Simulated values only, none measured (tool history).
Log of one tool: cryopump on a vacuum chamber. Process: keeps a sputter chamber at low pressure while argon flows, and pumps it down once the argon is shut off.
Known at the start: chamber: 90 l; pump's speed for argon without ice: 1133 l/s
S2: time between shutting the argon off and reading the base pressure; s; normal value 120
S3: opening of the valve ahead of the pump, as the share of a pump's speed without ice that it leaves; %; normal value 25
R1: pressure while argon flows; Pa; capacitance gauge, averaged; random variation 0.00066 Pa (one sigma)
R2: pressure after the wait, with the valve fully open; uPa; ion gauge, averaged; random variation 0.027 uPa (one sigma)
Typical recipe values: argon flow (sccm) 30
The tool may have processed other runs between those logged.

run 1 hour=0 | argon_flow_(sccm)=30 S2=120 S3=25 | R1=0.1842 R2=2.75
run 2 hour=43.3 | argon_flow_(sccm)=47 S2=120 S3=25 | R1=0.2883 R2=2.81
run 3 hour=70.9 | argon_flow_(sccm)=47 S2=120 S3=25 | R1=0.2898 R2=2.79
run 4 hour=99.1 | argon_flow_(sccm)=30 S2=120 S3=21 | R1=0.2172 R2=2.91
run 5 hour=130.9 | argon_flow_(sccm)=30 S2=120 S3=21 | R1=0.2192 R2=2.85
run 6 hour=159.9 | argon_flow_(sccm)=30 S2=57 S3=21 | R1=0.2192 R2=3.99
run 7 hour=180.1 | argon_flow_(sccm)=30 S2=120 S3=25 | R1=0.1864 R2=2.98
run 8 hour=215.4 | argon_flow_(sccm)=30 S2=120 S3=25 | R1=0.1859 R2=3.02
run 9 hour=258.2 | argon_flow_(sccm)=30 S2=120 S3=25 | R1=0.1867 R2=2.97
run 10 hour=278.6 | argon_flow_(sccm)=30 S2=120 S3=45 | R1=0.1086 R2=3.09
run 11 hour=322.8 | argon_flow_(sccm)=30 S2=120 S3=45 | R1=0.1093 R2=3.13
run 12 hour=359.4 | argon_flow_(sccm)=30 S2=120 S3=25 | R1=0.1892 R2=3.15
run 13 hour=403.1 | argon_flow_(sccm)=30 S2=299 S3=25 | R1=0.1891 R2=2.69
run 14 hour=426.7 | argon_flow_(sccm)=30 S2=299 S3=25 | R1=0.1893 R2=2.79
run 15 hour=456 | argon_flow_(sccm)=30 S2=36 S3=25 | R1=0.1906 R2=5.64
-- hour=465.2 pump warmed up, emptied and cooled again
run 16 hour=496.6 | argon_flow_(sccm)=30 S2=66 S3=24 | R1=0.1871 R2=3.78
run 17 hour=536.7 | argon_flow_(sccm)=30 S2=53 S3=24 | R1=0.188 R2=4.22
run 18 hour=570.2 | argon_flow_(sccm)=30 S2=53 S3=24 | R1=0.188 R2=4.32
run 19 hour=612.7 | argon_flow_(sccm)=31 S2=41 S3=57 | R1=0.0827 R2=4.99
run 20 hour=639.2 | argon_flow_(sccm)=40 S2=41 S3=57 | R1=0.1084 R2=5.02
run 21 hour=673.7 | argon_flow_(sccm)=40 S2=41 S3=57 | R1=0.109 R2=5.15
run 22 hour=718.5 | argon_flow_(sccm)=40 S2=41 S3=57 | R1=0.1102 R2=5.2
run 23 hour=756.7 | argon_flow_(sccm)=25 S2=40 S3=36 | R1=0.1062 R2=5.45
run 24 hour=783.6 | argon_flow_(sccm)=25 S2=126 S3=36 | R1=0.108 R2=3.33
run 25 hour=816.5 | argon_flow_(sccm)=25 S2=126 S3=36 | R1=0.1079 R2=3.42
run 26 hour=839.4 | argon_flow_(sccm)=41 S2=123 S3=40 | R1=0.16 R2=3.38
run 27 hour=884.8 | argon_flow_(sccm)=41 S2=123 S3=40 | R1=0.1606 R2=3.52

Below are 4 alternative next runs, each starting from the tool's condition after run 27. Predict each:
run A hour=911.2 | argon_flow_(sccm)=30 S2=21 S3=25 | R1=? R2=?
run B hour=911.2 | argon_flow_(sccm)=30 S2=120 S3=23 | R1=? R2=?
run C hour=911.2 | argon_flow_(sccm)=34 S2=24 S3=49 | R1=? R2=?
run D hour=911.2 | argon_flow_(sccm)=41 S2=123 S3=48 | R1=? R2=?

run=A R1=0.1844 R2=8.11
run=B R1=0.1997 R2=3.62
run=C R1=0.1107 R2=7.58
run=D R1=0.1362 R2=3.44
The same runs, with their run-to-run variation unchanged, on a tool lacking any hidden condition would have given:
run=A R1=0.1781 R2=5.81
run=B R1=0.1934 R2=1.26
run=C R1=0.1036 R2=5.22
run=D R1=0.1276 R2=1.18
